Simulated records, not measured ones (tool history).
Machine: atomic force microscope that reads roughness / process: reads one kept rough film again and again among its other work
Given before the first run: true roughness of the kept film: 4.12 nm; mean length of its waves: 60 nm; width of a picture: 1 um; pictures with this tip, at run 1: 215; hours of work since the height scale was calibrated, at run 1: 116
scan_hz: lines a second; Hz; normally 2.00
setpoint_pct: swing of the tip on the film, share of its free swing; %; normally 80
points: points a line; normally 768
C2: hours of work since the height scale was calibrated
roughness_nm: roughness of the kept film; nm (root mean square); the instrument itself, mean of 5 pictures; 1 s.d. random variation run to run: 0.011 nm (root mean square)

{"run": 1, "hour": 0.0, "scan_hz": 2.0, "setpoint_pct": 80, "points": 768, "pictures with this tip": 215, "C2": 116, "roughness_nm": 3.231}
{"run": 2, "hour": 15.4, "scan_hz": 2.0, "setpoint_pct": 80, "points": 768, "pictures with this tip": 237, "C2": 125, "roughness_nm": 3.229}
{"hour": 23.3, "done": "new tip fitted"}
{"run": 3, "hour": 24.3, "scan_hz": 2.0, "setpoint_pct": 58, "points": 768, "pictures with this tip": 1, "C2": 129, "roughness_nm": 3.755}
{"run": 4, "hour": 33.8, "scan_hz": 2.0, "setpoint_pct": 58, "points": 768, "pictures with this tip": 14, "C2": 134, "roughness_nm": 3.768}
{"run": 5, "hour": 45.9, "scan_hz": 2.0, "setpoint_pct": 80, "points": 768, "pictures with this tip": 31, "C2": 141, "roughness_nm": 3.36}
{"run": 6, "hour": 57.6, "scan_hz": 2.0, "setpoint_pct": 80, "points": 768, "pictures with this tip": 48, "C2": 147, "roughness_nm": 3.37}
{"run": 7, "hour": 73.8, "scan_hz": 2.0, "setpoint_pct": 80, "points": 768, "pictures with this tip": 71, "C2": 156, "roughness_nm": 3.335}
{"run": 8, "hour": 81.1, "scan_hz": 2.0, "setpoint_pct": 80, "points": 490, "pictures with this tip": 81, "C2": 160, "roughness_nm": 3.32}
{"run": 9, "hour": 91.4, "scan_hz": 2.0, "setpoint_pct": 80, "points": 902, "pictures with this tip": 95, "C2": 165, "roughness_nm": 3.331}
{"run": 10, "hour": 99.1, "scan_hz": 2.96, "setpoint_pct": 80, "points": 902, "pictures with this tip": 106, "C2": 169, "roughness_nm": 3.109}
{"run": 11, "hour": 115.0, "scan_hz": 2.96, "setpoint_pct": 80, "points": 902, "pictures with this tip": 128, "C2": 178, "roughness_nm": 3.097}
{"run": 12, "hour": 128.2, "scan_hz": 2.96, "setpoint_pct": 80, "points": 527, "pictures with this tip": 147, "C2": 185, "roughness_nm": 3.086}
{"run": 13, "hour": 141.8, "scan_hz": 2.0, "setpoint_pct": 59, "points": 270, "pictures with this tip": 166, "C2": 192, "roughness_nm": 3.613}
{"run": 14, "hour": 150.9, "scan_hz": 0.62, "setpoint_pct": 84, "points": 768, "pictures with this tip": 179, "C2": 197, "roughness_nm": 3.574}
{"run": 15, "hour": 164.6, "scan_hz": 0.53, "setpoint_pct": 88, "points": 456, "pictures with this tip": 198, "C2": 204, "roughness_nm": 3.537}
{"run": 16, "hour": 176.4, "scan_hz": 3.2, "setpoint_pct": 79, "points": 928, "pictures with this tip": 215, "C2": 210, "roughness_nm": 2.982}
{"run": 17, "hour": 187.3, "scan_hz": 0.79, "setpoint_pct": 55, "points": 366, "pictures with this tip": 230, "C2": 216, "roughness_nm": 3.676}
{"run": 18, "hour": 195.5, "scan_hz": 0.67, "setpoint_pct": 57, "points": 794, "pictures with this tip": 242, "C2": 221, "roughness_nm": 3.676}
{"hour": 200.1, "done": "new tip fitted"}
{"run": 19, "hour": 207.8, "scan_hz": 2.0, "setpoint_pct": 75, "points": 768, "pictures with this tip": 11, "C2": 227, "roughness_nm": 3.499}
{"run": 20, "hour": 215.4, "scan_hz": 1.64, "setpoint_pct": 86, "points": 768, "pictures with this tip": 22, "C2": 231, "roughness_nm": 3.339}
{"run": 21, "hour": 229.5, "scan_hz": 3.32, "setpoint_pct": 76, "points": 637, "pictures with this tip": 42, "C2": 239, "roughness_nm": 3.188}

Run 22, settings as shown, results not yet in. Your forecast:
{"run": 22, "hour": 245.2, "scan_hz": 3.32, "setpoint_pct": 76, "points": 637, "pictures with this tip": 64, "C2": 247, "roughness_nm": "?"}

roughness_nm: 3.190 nm (root mean square)
Take away the tool's hidden state, keep the run-to-run variation as it was, and the same run would have given roughness_nm 3.240 nm (root mean square).
